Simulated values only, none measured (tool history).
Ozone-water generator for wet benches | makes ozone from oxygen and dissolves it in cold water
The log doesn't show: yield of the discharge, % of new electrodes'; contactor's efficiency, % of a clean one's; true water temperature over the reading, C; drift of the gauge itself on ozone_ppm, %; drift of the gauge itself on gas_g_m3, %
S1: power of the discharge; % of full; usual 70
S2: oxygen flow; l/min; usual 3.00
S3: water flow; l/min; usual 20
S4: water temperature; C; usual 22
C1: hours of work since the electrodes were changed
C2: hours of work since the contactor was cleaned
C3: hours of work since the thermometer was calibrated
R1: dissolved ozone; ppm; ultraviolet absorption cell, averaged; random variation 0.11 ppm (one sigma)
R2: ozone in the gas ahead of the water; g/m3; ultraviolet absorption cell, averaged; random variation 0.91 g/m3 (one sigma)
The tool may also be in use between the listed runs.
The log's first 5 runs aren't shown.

run	hour	S1	S2	S3	S4	C1	C2	C3	R1	R2
6	324.9	70	3.27	20	22	2703	1008	2799	9.1	145.7
7	409.9	70	3.27	20	22	2773	1078	2870	9.0	143.5
8	446.6	70	3.27	20	22	2804	1108	2900	8.9	145.1
9	533.5	70	3.27	20	22	2876	1181	2973	8.7	145.0
10	572.2	70	3.00	20	22	2908	1213	3005	8.8	152.3
11	659.4	70	3.00	20	22	2980	1285	3077	8.9	152.3
12	709.3	70	3.00	20	22	3021	1326	3118	9.0	151.1
# hour 722.0: water thermometer calibrated
13	761.0	70	1.87	20	22	3064	1369	32	8.3	196.4
14	804.8	70	1.87	20	15	3100	1405	69	8.7	197.8
15	845.7	70	3.00	20	22	3134	1439	103	9.1	151.5
16	898.6	70	4.05	20	22	3178	1483	146	9.1	126.9
17	949.9	80	1.75	13	20	3221	1526	189	14.0	225.9
18	988.7	70	3.00	15	17	3253	1558	221	11.9	151.5
19	1031.7	49	3.00	15	16	3289	1594	257	8.9	112.7
20	1081.1	70	3.00	27	22	3330	1634	298	6.8	150.8
21	1126.8	70	3.00	27	22	3367	1672	336	6.8	148.2
22	1182.3	70	1.75	12	22	3414	1719	382	13.0	204.4

Forecast run 23:
23	1218.3	99	1.75	12	22	3443	1748	412	?	?

R1: 17.5 ppm
R2: 272.0 g/m3
Without the tool's hidden state the same run would have given R1 17.5 ppm, R2 276.9 g/m3.
